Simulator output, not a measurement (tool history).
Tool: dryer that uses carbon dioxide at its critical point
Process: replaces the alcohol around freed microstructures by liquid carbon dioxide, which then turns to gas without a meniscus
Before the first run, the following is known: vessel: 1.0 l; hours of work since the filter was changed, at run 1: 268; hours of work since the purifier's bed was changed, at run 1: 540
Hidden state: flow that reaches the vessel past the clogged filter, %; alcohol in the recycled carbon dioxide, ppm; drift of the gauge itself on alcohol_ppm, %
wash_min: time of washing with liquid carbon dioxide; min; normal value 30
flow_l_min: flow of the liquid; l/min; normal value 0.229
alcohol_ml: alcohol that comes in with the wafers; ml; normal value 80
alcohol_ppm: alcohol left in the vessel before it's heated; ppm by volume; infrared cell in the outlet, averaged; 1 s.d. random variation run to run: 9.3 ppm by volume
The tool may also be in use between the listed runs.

| run | hour | wash_min | flow_l_min | alcohol_ml | hours of work since the filter was changed | hours of work since the purifier's bed was changed | alcohol_ppm |
|---|---|---|---|---|---|---|---|
| 1 | 0 | 30 | 0.229 | 80 | 268 | 540 | 1206 |
| 2 | 23.5 | 25 | 0.229 | 80 | 284 | 556 | 2421 |
|  | 27.9 | inlet filter changed |
| 3 | 42.6 | 25 | 0.229 | 80 | 10 | 568 | 1318 |
| 4 | 59.4 | 25 | 0.229 | 80 | 22 | 580 | 1357 |
| 5 | 80.9 | 25 | 0.229 | 36 | 36 | 595 | 670 |
| 6 | 101.2 | 30 | 0.151 | 80 | 50 | 609 | 3738 |
| 7 | 117.3 | 21 | 0.34 | 80 | 61 | 620 | 520 |
| 8 | 147.6 | 21 | 0.34 | 80 | 82 | 640 | 567 |
| 9 | 165.8 | 32 | 0.313 | 21 | 95 | 653 | 83 |
| 10 | 190 | 28 | 0.272 | 31 | 111 | 670 | 229 |
| 11 | 208.1 | 24 | 0.145 | 88 | 124 | 682 | 8919 |

How the hidden state differs across the entries between the runs, from the last listed run before each to the first after it:
After run 2, before run 3: inlet filter changed (hour 27.9)
  flow that reaches the vessel past the clogged filter, %: 83.6 -> 98.6; alcohol in the recycled carbon dioxide, ppm: 63.5 -> 64.7
  difference, measured minus the result without the unlogged condition, alcohol_ppm: +1233 -> +131 ppm by volume
